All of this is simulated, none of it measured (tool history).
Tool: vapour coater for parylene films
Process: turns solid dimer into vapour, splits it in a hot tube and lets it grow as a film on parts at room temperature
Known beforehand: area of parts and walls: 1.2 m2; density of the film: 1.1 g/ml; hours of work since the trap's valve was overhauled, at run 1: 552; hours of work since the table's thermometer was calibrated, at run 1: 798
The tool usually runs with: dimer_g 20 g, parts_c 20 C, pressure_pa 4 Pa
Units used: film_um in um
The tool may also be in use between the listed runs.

| run | day | dimer_g | parts_c | pressure_pa | hours of work since the trap's valve was overhauled | hours of work since the table's thermometer was calibrated | film_um |
|---|---|---|---|---|---|---|---|
| 1 | 0 | 20 | 20 | 4 | 552 | 798 | 12.22 |
|  | 1.525 | trap's valve overhauled |
| 2 | 2.162 | 20 | 24 | 4 | 12 | 837 | 10.27 |
| 3 | 3.771 | 21 | 24 | 4 | 44 | 868 | 10.72 |
| 4 | 6.562 | 21 | 24 | 4 | 98 | 923 | 10.77 |
| 5 | 8.896 | 21 | 24 | 4 | 144 | 968 | 10.71 |
| 6 | 11.721 | 35 | 14 | 4 | 199 | 1024 | 25.8 |
| 7 | 14.204 | 35 | 14 | 4 | 248 | 1072 | 26.17 |
| 8 | 16.192 | 29 | 31 | 6.53 | 287 | 1111 | 10.02 |
| 9 | 18.142 | 19 | 20 | 9.68 | 325 | 1149 | 9.89 |
| 10 | 19.7 | 19 | 20 | 9.68 | 355 | 1180 | 9.78 |

5 ways to go on from here, each from the tool as it stands after run 10. What would each give?
| A | 21.604 | 20 | 20 | 2.05 | 392 | 1217 | ? |
| B | 21.604 | 17 | 20 | 4.16 | 392 | 1217 | ? |
| C | 21.604 | 19 | 20 | 2.29 | 392 | 1217 | ? |
| D | 21.604 | 27 | 22 | 4 | 392 | 1217 | ? |
| E | 21.604 | 9 | 15 | 9.68 | 392 | 1217 | ? |

| run | film_um |
|---|---|
| A | 13.85 |
| B | 10.24 |
| C | 13.03 |
| D | 15.12 |
| E | 5.9 |
Had the tool no hidden state, the same runs would have come out as:
| run | film_um |
|---|---|
| A | 13.87 |
| B | 10.25 |
| C | 13.05 |
| D | 15.14 |
| E | 5.91 |
